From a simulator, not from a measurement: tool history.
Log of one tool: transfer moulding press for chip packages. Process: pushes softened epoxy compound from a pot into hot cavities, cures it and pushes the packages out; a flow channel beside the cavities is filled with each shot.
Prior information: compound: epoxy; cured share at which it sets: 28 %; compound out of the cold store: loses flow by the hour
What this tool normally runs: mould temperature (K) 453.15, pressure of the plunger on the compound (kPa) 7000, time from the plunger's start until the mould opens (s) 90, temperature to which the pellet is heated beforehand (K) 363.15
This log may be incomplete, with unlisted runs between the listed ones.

| run | hour | mould temperature (K) | pressure of the plunger on the compound (kPa) | time from the plunger's start until the mould opens (s) | temperature to which the pellet is heated beforehand (K) | incoming compound's hours out of the cold store | length that the compound runs in the flow channel (mm) | greatest force on the pins that push the packages out (N) |
|---|---|---|---|---|---|---|---|---|
| 1 | 0.0 | 453.15 | 7000 | 90 | 363.15 | 20.0 | 900 | 474 |
| 2 | 19.9 | 453.15 | 7000 | 90 | 363.15 | 11.9 | 936 | 607 |
| 3 | 48.9 | 453.15 | 7000 | 90 | 363.15 | 42.7 | 783 | 679 |
| 4 | 85.6 | 453.15 | 7000 | 90 | 363.15 | 34.3 | 810 | 709 |
|  | 108.8 | cavities cleaned with cleaning compound and waxed |
| 5 | 121.6 | 453.15 | 7000 | 90 | 363.15 | 8.4 | 936 | 596 |
| 6 | 157.4 | 449.15 | 7000 | 90 | 363.15 | 14.0 | 918 | 887 |
| 7 | 177.1 | 449.15 | 7000 | 90 | 363.15 | 20.4 | 878 | 906 |
|  | 206.7 | plunger's sealing rings changed |
| 8 | 211.7 | 453.15 | 7000 | 90 | 363.15 | 35.8 | 887 | 732 |
|  | 219.8 | cavities cleaned with cleaning compound and waxed |
| 9 | 246.3 | 453.15 | 7000 | 90 | 363.15 | 23.4 | 939 | 619 |
| 10 | 285.7 | 453.15 | 7000 | 121 | 363.15 | 39.1 | 856 | 596 |
| 11 | 304.2 | 453.15 | 7000 | 90 | 363.15 | 8.9 | 1020 | 740 |
|  | 328.5 | cavities cleaned with cleaning compound and waxed |
| 12 | 345.9 | 457.15 | 7000 | 90 | 363.15 | 8.1 | 1004 | 497 |
| 13 | 370.6 | 457.15 | 7000 | 90 | 363.15 | 35.8 | 852 | 599 |
| 14 | 391.2 | 453.15 | 8690 | 90 | 363.15 | 11.4 | 1099 | 688 |
| 15 | 409.5 | 453.15 | 6580 | 112 | 362.15 | 45.7 | 779 | 617 |
|  | 426.5 | mould's thermocouples calibrated |
|  | 438.5 | cavities cleaned with cleaning compound and waxed |
| 16 | 438.8 | 453.15 | 6580 | 112 | 362.15 | 32.4 | 842 | 418 |
| 17 | 477.6 | 453.15 | 6580 | 112 | 362.15 | 47.2 | 767 | 542 |
| 18 | 501.4 | 445.15 | 7000 | 90 | 371.15 | 39.9 | 841 | 1030 |
| 19 | 518.3 | 449.15 | 6860 | 90 | 366.15 | 26.4 | 890 | 849 |
|  | 548.9 | cavities cleaned with cleaning compound and waxed |
| 20 | 556.1 | 452.15 | 6310 | 123 | 356.15 | 42.4 | 764 | 445 |
| 21 | 595.0 | 452.15 | 6310 | 123 | 356.15 | 26.9 | 835 | 593 |
| 22 | 622.0 | 453.15 | 7000 | 117 | 363.15 | 21.1 | 901 | 636 |
|  | 657.1 | cavities cleaned with cleaning compound and waxed |
| 23 | 661.0 | 453.15 | 7000 | 91 | 360.15 | 26.5 | 862 | 501 |
| 24 | 699.3 | 453.15 | 7000 | 91 | 360.15 | 22.1 | 882 | 661 |
| 25 | 736.6 | 447.15 | 7000 | 103 | 363.15 | 33.2 | 833 | 762 |
|  | 764.4 | cavities cleaned with cleaning compound and waxed |
| 26 | 764.4 | 448.15 | 7000 | 90 | 372.15 | 38.1 | 815 | 562 |
| 27 | 793.7 | 453.15 | 5770 | 109 | 366.15 | 25.7 | 770 | 531 |
| 28 | 814.5 | 446.15 | 5770 | 109 | 370.15 | 13.9 | 834 | 733 |

3 ways to go on from here, each from the tool as it stands after run 28. What would each give?
| A | 832.7 | 446.15 | 5770 | 109 | 366.15 | 28.6 | ? | ? |
| B | 832.7 | 446.15 | 5770 | 109 | 360.15 | 36.0 | ? | ? |
| C | 832.7 | 453.15 | 7000 | 108 | 363.15 | 40.4 | ? | ? |

| run | length that the compound runs in the flow channel (mm) | greatest force on the pins that push the packages out (N) |
|---|---|---|
| A | 769 | 720 |
| B | 741 | 733 |
| C | 771 | 651 |
Stripped of hidden state, with their random variation kept, the same runs would have yielded:
| run | length that the compound runs in the flow channel (mm) | greatest force on the pins that push the packages out (N) |
|---|---|---|
| A | 856 | 474 |
| B | 825 | 483 |
| C | 859 | 433 |
